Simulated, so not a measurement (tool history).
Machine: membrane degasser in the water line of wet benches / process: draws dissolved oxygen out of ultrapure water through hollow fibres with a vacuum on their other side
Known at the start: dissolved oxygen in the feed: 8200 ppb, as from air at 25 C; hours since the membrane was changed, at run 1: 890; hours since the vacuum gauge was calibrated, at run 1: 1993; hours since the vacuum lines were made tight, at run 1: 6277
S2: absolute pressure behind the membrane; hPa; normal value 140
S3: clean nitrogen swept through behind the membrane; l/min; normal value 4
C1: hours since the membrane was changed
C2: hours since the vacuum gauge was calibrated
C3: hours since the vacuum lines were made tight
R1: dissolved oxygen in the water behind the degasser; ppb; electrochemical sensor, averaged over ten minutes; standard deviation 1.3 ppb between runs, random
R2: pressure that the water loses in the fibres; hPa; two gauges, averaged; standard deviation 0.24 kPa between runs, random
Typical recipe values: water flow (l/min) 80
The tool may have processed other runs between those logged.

run 1 day=0 | water_flow_(l/min)=80 S2=140 S3=4 | C1=890 C2=1993 C3=6277 | R1=463.6 R2=609.8
run 2 day=3.821 | water_flow_(l/min)=80 S2=89 S3=4 | C1=981 C2=2084 C3=6368 | R1=255.8 R2=610.2
run 3 day=7.208 | water_flow_(l/min)=80 S2=135 S3=4 | C1=1063 C2=2166 C3=6450 | R1=446.4 R2=609.5
-- day=9.45 seals of the vacuum lines changed
run 4 day=9.45 | water_flow_(l/min)=80 S2=140 S3=4 | C1=1115 C2=2217 C3=0 | R1=463.9 R2=611.4
run 5 day=11.958 | water_flow_(l/min)=57 S2=140 S3=4 | C1=1175 C2=2278 C3=60 | R1=344.5 R2=433.9
run 6 day=15.771 | water_flow_(l/min)=57 S2=140 S3=4 | C1=1266 C2=2369 C3=152 | R1=341.8 R2=436.1
run 7 day=19.646 | water_flow_(l/min)=80 S2=140 S3=9.16 | C1=1359 C2=2462 C3=245 | R1=226.9 R2=608.5
run 8 day=23.983 | water_flow_(l/min)=80 S2=140 S3=9.13 | C1=1463 C2=2566 C3=349 | R1=226.8 R2=611.7
run 9 day=27.142 | water_flow_(l/min)=80 S2=140 S3=9.13 | C1=1539 C2=2642 C3=425 | R1=227.3 R2=613.8
run 10 day=31.079 | water_flow_(l/min)=80 S2=140 S3=6.57 | C1=1634 C2=2737 C3=519 | R1=305.1 R2=610.4
run 11 day=34.721 | water_flow_(l/min)=80 S2=140 S3=6.57 | C1=1721 C2=2824 C3=607 | R1=303 R2=610.4
run 12 day=38.862 | water_flow_(l/min)=80 S2=140 S3=6.57 | C1=1820 C2=2923 C3=706 | R1=303.2 R2=616.3
run 13 day=43.033 | water_flow_(l/min)=80 S2=140 S3=6.57 | C1=1921 C2=3024 C3=806 | R1=306 R2=609.3
run 14 day=47.042 | water_flow_(l/min)=80 S2=140 S3=9.73 | C1=2017 C2=3120 C3=902 | R1=214.5 R2=610.9
run 15 day=51.683 | water_flow_(l/min)=80 S2=140 S3=4 | C1=2128 C2=3231 C3=1014 | R1=463.4 R2=606.2
run 16 day=55.392 | water_flow_(l/min)=80 S2=140 S3=4 | C1=2217 C2=3320 C3=1103 | R1=468 R2=609.8
run 17 day=59.604 | water_flow_(l/min)=80 S2=140 S3=3.81 | C1=2318 C2=3421 C3=1204 | R1=481.7 R2=614.3
run 18 day=62.212 | water_flow_(l/min)=66 S2=177 S3=11.85 | C1=2381 C2=3484 C3=1266 | R1=195.4 R2=504
run 19 day=66.992 | water_flow_(l/min)=73 S2=326 S3=7.74 | C1=2496 C2=3599 C3=1381 | R1=614.9 R2=557.4
run 20 day=71.542 | water_flow_(l/min)=64 S2=326 S3=4.45 | C1=2605 C2=3708 C3=1490 | R1=880.7 R2=488.1
run 21 day=75.608 | water_flow_(l/min)=111 S2=140 S3=5.31 | C1=2702 C2=3805 C3=1588 | R1=496.4 R2=848
run 22 day=79.029 | water_flow_(l/min)=87 S2=181 S3=2.13 | C1=2784 C2=3887 C3=1670 | R1=1093.3 R2=663.4
run 23 day=82.2 | water_flow_(l/min)=87 S2=181 S3=2.13 | C1=2861 C2=3963 C3=1746 | R1=1088.5 R2=661.3
run 24 day=86.421 | water_flow_(l/min)=87 S2=181 S3=2.13 | C1=2962 C2=4065 C3=1847 | R1=1094.5 R2=663.9
run 25 day=88.758 | water_flow_(l/min)=116 S2=317 S3=2.19 | C1=3018 C2=4121 C3=1903 | R1=2231.3 R2=889.5
run 26 day=93.483 | water_flow_(l/min)=116 S2=317 S3=2.19 | C1=3131 C2=4234 C3=2017 | R1=2232.7 R2=884.6
run 27 day=97.292 | water_flow_(l/min)=116 S2=317 S3=2.19 | C1=3223 C2=4326 C3=2108 | R1=2246.7 R2=885.7
run 28 day=100.371 | water_flow_(l/min)=107 S2=317 S3=11.08 | C1=3297 C2=4400 C3=2182 | R1=627.2 R2=814
run 29 day=104.321 | water_flow_(l/min)=80 S2=140 S3=5.78 | C1=3391 C2=4494 C3=2277 | R1=339.7 R2=609.8
run 30 day=107.867 | water_flow_(l/min)=84 S2=134 S3=7.18 | C1=3477 C2=4579 C3=2362 | R1=281.3 R2=646.6
run 31 day=110.104 | water_flow_(l/min)=67 S2=126 S3=5.02 | C1=3530 C2=4633 C3=2416 | R1=284.8 R2=513.9
run 32 day=114.546 | water_flow_(l/min)=67 S2=126 S3=5.02 | C1=3637 C2=4740 C3=2522 | R1=285.5 R2=513.3

Take each entry between the runs: how does the hidden state at the last listed run before it differ from the hidden state at the first listed run after it?
From run 3 to run 4: seals of the vacuum lines changed (day 9.45)
  air that leaks in behind the membrane, l/min: 0.0023 -> 0.002
